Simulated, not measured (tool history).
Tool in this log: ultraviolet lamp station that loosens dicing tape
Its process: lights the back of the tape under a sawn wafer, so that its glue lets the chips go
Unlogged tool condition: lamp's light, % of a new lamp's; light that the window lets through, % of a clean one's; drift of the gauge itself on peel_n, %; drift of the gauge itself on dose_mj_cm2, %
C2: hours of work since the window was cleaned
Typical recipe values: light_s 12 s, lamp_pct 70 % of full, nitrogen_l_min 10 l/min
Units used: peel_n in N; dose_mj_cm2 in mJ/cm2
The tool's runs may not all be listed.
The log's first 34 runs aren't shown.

{"run": 35, "hour": 256.1, "light_s": 8, "lamp_pct": 90, "nitrogen_l_min": 10, "hours of work of the lamp": 194, "C2": 296, "peel_n": 1.115, "dose_mj_cm2": 263}
{"run": 36, "hour": 266.4, "light_s": 15, "lamp_pct": 99, "nitrogen_l_min": 10, "hours of work of the lamp": 200, "C2": 302, "peel_n": 0.437, "dose_mj_cm2": 543}
{"run": 37, "hour": 272.8, "light_s": 12, "lamp_pct": 78, "nitrogen_l_min": 5, "hours of work of the lamp": 203, "C2": 305, "peel_n": 1.091, "dose_mj_cm2": 337}
{"run": 38, "hour": 277.8, "light_s": 12, "lamp_pct": 78, "nitrogen_l_min": 5, "hours of work of the lamp": 206, "C2": 308, "peel_n": 1.113, "dose_mj_cm2": 336}
{"run": 39, "hour": 288.6, "light_s": 12, "lamp_pct": 70, "nitrogen_l_min": 11, "hours of work of the lamp": 212, "C2": 313, "peel_n": 0.868, "dose_mj_cm2": 302}
{"run": 40, "hour": 298.5, "light_s": 12, "lamp_pct": 70, "nitrogen_l_min": 11, "hours of work of the lamp": 217, "C2": 319, "peel_n": 0.873, "dose_mj_cm2": 302}
{"run": 41, "hour": 303.7, "light_s": 12, "lamp_pct": 70, "nitrogen_l_min": 11, "hours of work of the lamp": 220, "C2": 321, "peel_n": 0.895, "dose_mj_cm2": 300}
{"run": 42, "hour": 310.9, "light_s": 13, "lamp_pct": 73, "nitrogen_l_min": 12, "hours of work of the lamp": 223, "C2": 325, "peel_n": 0.77, "dose_mj_cm2": 338}
{"run": 43, "hour": 317.8, "light_s": 13, "lamp_pct": 73, "nitrogen_l_min": 12, "hours of work of the lamp": 227, "C2": 329, "peel_n": 0.715, "dose_mj_cm2": 335}
{"run": 44, "hour": 326.2, "light_s": 14, "lamp_pct": 70, "nitrogen_l_min": 16, "hours of work of the lamp": 231, "C2": 333, "peel_n": 0.64, "dose_mj_cm2": 343}
{"run": 45, "hour": 335.0, "light_s": 8, "lamp_pct": 86, "nitrogen_l_min": 8, "hours of work of the lamp": 236, "C2": 338, "peel_n": 1.34, "dose_mj_cm2": 243}

Below are 3 alternative next runs, each starting from the tool's condition after run 45. Predict each:
{"run": "A", "hour": 340.9, "light_s": 9, "lamp_pct": 68, "nitrogen_l_min": 4, "hours of work of the lamp": 239, "C2": 341, "peel_n": "?", "dose_mj_cm2": "?"}
{"run": "B", "hour": 340.9, "light_s": 7, "lamp_pct": 62, "nitrogen_l_min": 15, "hours of work of the lamp": 239, "C2": 341, "peel_n": "?", "dose_mj_cm2": "?"}
{"run": "C", "hour": 340.9, "light_s": 8, "lamp_pct": 86, "nitrogen_l_min": 6, "hours of work of the lamp": 239, "C2": 341, "peel_n": "?", "dose_mj_cm2": "?"}

run=A peel_n=1.797 dose_mj_cm2=211
run=B peel_n=1.515 dose_mj_cm2=154
run=C peel_n=1.443 dose_mj_cm2=245
Without the tool's unlogged condition, the same runs would have read:
run=A peel_n=1.47 dose_mj_cm2=277
run=B peel_n=1.196 dose_mj_cm2=201
run=C peel_n=1.116 dose_mj_cm2=320
